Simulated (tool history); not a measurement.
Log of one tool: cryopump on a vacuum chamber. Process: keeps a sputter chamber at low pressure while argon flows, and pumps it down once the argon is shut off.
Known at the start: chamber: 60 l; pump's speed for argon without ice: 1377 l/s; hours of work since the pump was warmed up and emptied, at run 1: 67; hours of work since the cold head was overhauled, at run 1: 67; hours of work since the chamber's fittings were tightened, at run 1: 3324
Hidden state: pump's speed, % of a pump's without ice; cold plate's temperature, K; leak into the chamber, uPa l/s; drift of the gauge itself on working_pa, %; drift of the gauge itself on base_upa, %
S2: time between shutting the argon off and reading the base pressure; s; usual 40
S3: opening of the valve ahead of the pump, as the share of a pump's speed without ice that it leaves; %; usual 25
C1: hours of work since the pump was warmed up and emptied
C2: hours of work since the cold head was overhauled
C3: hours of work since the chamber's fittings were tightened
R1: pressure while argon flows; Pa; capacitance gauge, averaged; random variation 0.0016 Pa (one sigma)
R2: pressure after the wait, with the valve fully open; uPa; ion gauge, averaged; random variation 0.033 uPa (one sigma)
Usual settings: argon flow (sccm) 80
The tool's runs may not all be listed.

run 1 day=0.000 | argon_flow_(sccm)=80 S2=40 S3=25 | C1=67 C2=67 C3=3324 | R1=0.3978 R2=4.08
-- day=0.671 leaking fittings of the chamber tightened, without venting
run 2 day=1.329 | argon_flow_(sccm)=80 S2=55 S3=25 | C1=93 C2=93 C3=14 | R1=0.3981 R2=1.39
run 3 day=2.883 | argon_flow_(sccm)=80 S2=55 S3=25 | C1=126 C2=126 C3=47 | R1=0.4010 R2=1.38
run 4 day=3.946 | argon_flow_(sccm)=80 S2=55 S3=25 | C1=148 C2=148 C3=69 | R1=0.4025 R2=1.40
run 5 day=4.800 | argon_flow_(sccm)=80 S2=55 S3=20 | C1=166 C2=166 C3=87 | R1=0.5008 R2=1.44
run 6 day=5.758 | argon_flow_(sccm)=80 S2=40 S3=55 | C1=186 C2=186 C3=107 | R1=0.1922 R2=1.90
run 7 day=6.854 | argon_flow_(sccm)=80 S2=40 S3=55 | C1=209 C2=209 C3=130 | R1=0.1936 R2=1.88
run 8 day=8.579 | argon_flow_(sccm)=80 S2=40 S3=25 | C1=246 C2=246 C3=167 | R1=0.4090 R2=1.85
run 9 day=10.400 | argon_flow_(sccm)=80 S2=68 S3=25 | C1=284 C2=284 C3=205 | R1=0.4192 R2=1.39
run 10 day=11.954 | argon_flow_(sccm)=80 S2=40 S3=35 | C1=317 C2=317 C3=238 | R1=0.3068 R2=2.02
run 11 day=13.371 | argon_flow_(sccm)=80 S2=40 S3=35 | C1=347 C2=347 C3=268 | R1=0.3130 R2=2.05
run 12 day=14.454 | argon_flow_(sccm)=80 S2=40 S3=55 | C1=370 C2=370 C3=291 | R1=0.2106 R2=2.05
run 13 day=15.404 | argon_flow_(sccm)=80 S2=286 S3=25 | C1=390 C2=390 C3=311 | R1=0.4295 R2=0.81
run 14 day=16.254 | argon_flow_(sccm)=80 S2=28 S3=38 | C1=408 C2=408 C3=329 | R1=0.2960 R2=2.77
-- day=16.850 pump warmed up, emptied and cooled again
run 15 day=17.304 | argon_flow_(sccm)=80 S2=28 S3=38 | C1=10 C2=426 C3=346 | R1=0.2574 R2=2.60
run 16 day=19.071 | argon_flow_(sccm)=38 S2=129 S3=33 | C1=47 C2=463 C3=384 | R1=0.1453 R2=0.97
run 17 day=20.071 | argon_flow_(sccm)=38 S2=129 S3=33 | C1=68 C2=484 C3=405 | R1=0.1437 R2=0.97
run 18 day=21.408 | argon_flow_(sccm)=40 S2=260 S3=25 | C1=96 C2=512 C3=433 | R1=0.2004 R2=0.81
run 19 day=22.667 | argon_flow_(sccm)=60 S2=40 S3=36 | C1=123 C2=539 C3=460 | R1=0.2108 R2=2.05
run 20 day=24.325 | argon_flow_(sccm)=39 S2=130 S3=53 | C1=158 C2=574 C3=495 | R1=0.0960 R2=1.06
run 21 day=25.142 | argon_flow_(sccm)=80 S2=40 S3=28 | C1=175 C2=591 C3=512 | R1=0.3647 R2=2.14

Measured less the same run without the tool's hidden state. The same run-to-run variation is in both; the gauge's scatter may not be:
run=1 R1=+0.0047 R2=+2.29
run=2 R1=+0.0068 R2=+0.04
run=3 R1=+0.0094 R2=+0.07
run=4 R1=+0.0111 R2=+0.09
run=5 R1=+0.0127 R2=+0.10
run=6 R1=+0.0143 R2=+0.12
run=7 R1=+0.0164 R2=+0.14
run=8 R1=+0.0200 R2=+0.17
run=9 R1=+0.0241 R2=+0.23
run=10 R1=+0.0276 R2=+0.27
run=11 R1=+0.0309 R2=+0.31
run=12 R1=+0.0332 R2=+0.33
run=13 R1=+0.0360 R2=+0.37
run=14 R1=+0.0382 R2=+0.39
run=15 R1=+0.0017 R2=+0.24
run=16 R1=+0.0022 R2=+0.28
run=17 R1=+0.0029 R2=+0.29
run=18 R1=+0.0042 R2=+0.33
run=19 R1=+0.0077 R2=+0.35
run=20 R1=+0.0063 R2=+0.39
run=21 R1=+0.0144 R2=+0.41

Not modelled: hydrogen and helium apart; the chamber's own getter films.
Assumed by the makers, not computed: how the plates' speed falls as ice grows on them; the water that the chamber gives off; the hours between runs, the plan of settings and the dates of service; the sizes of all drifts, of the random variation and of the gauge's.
